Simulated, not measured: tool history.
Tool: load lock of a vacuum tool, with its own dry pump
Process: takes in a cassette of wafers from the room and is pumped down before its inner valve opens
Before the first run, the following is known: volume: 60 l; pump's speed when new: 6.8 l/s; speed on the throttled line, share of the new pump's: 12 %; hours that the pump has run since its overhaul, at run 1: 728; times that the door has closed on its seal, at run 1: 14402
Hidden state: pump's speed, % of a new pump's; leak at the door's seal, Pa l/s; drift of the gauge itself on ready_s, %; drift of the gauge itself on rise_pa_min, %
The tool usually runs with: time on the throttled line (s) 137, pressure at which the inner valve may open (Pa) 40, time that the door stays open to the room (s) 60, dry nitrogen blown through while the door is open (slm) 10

run	hour	time on the throttled line (s)	pressure at which the inner valve may open (Pa)	time that the door stays open to the room (s)	dry nitrogen blown through while the door is open (slm)	hours that the pump has run since its overhaul	times that the door has closed on its seal	incoming humidity of the room's air, %	time from the closed door until the inner valve may open (s)	rise of the pressure with all valves shut (Pa/min)
1	0	137	40	60	10	728	14402	43.2	189.2	0.05
2	64.7	137	40	60	10	793	14652	48.5	191.2	0.044
3	117.6	137	40	60	10	846	14857	42.3	189.8	0.051
4	185.5	137	40	60	10	914	15119	41.5	189.5	0.049
5	250.1	163	40	60	10	979	15369	43.2	213	0.052
6	288.3	163	40	60	10	1017	15517	43.1	213.2	0.049
7	326.2	163	40	60	10	1055	15663	46.6	213.1	0.05
8	388.1	163	40	60	10	1116	15903	44.6	212.7	0.053
9	479.8	137	40	60	10	1208	16257	44.3	189	0.055
10	527.7	211	40	60	10	1256	16442	45.3	255	0.054
11	598.6	137	40	60	10	1327	16716	42.7	189.8	0.05
12	655.4	137	40	60	10	1384	16936	46.2	190.3	0.055
13	715.2	79	40	60	10	1444	17167	44.8	139.3	0.057
14	803.9	79	40	60	10	1532	17510	47.8	138.2	0.059
15	892.4	79	40	60	10	1621	17852	46.7	139.3	0.059
16	972.9	267	40	60	10	1701	18163	44.9	304.9	0.059
17	1041.6	267	40	60	10	1770	18429	45.7	304.6	0.056
18	1123.9	137	40	60	10	1852	18747	44.1	190.8	0.055
19	1176	137	40	60	34	1904	18948	44.4	191.8	0.045
20	1247.3	137	40	60	34	1976	19224	45.1	189.3	0.049
21	1337.5	92	66	66	10	2066	19572	43.5	146	0.056
22	1423.7	92	66	66	10	2152	19906	43.2	146.2	0.061
23	1485.6	219	51	68	21	2214	20145	44	260.5	0.056
24	1578.2	137	40	72	10	2307	20503	47.7	190.8	0.064
25	1622.1	137	40	42	14	2350	20673	44.7	192.1	0.06
26	1696.1	75	51	42	24	2425	20959	45.9	133.6	0.062
27	1755.4	75	51	42	24	2484	21188	44	132.6	0.061
28	1817.8	137	40	104	19	2546	21429	43.9	191.8	0.062
29	1878.5	137	40	99	19	2607	21664	44.5	190.6	0.062
30	1971	137	40	99	19	2699	22021	42.4	190.7	0.067

Run 31, settings as shown, results not yet in. Your forecast:
31	2046.2	137	49	35	6	2775	22312	45	?	?

Run 31 gave time from the closed door until the inner valve may open (s) 188.3, rise of the pressure with all valves shut (Pa/min) 0.066.
Were there no unlogged condition in the tool, this run, its random variation unchanged, would have produced time from the closed door until the inner valve may open (s) 187.7, rise of the pressure with all valves shut (Pa/min) 0.015.
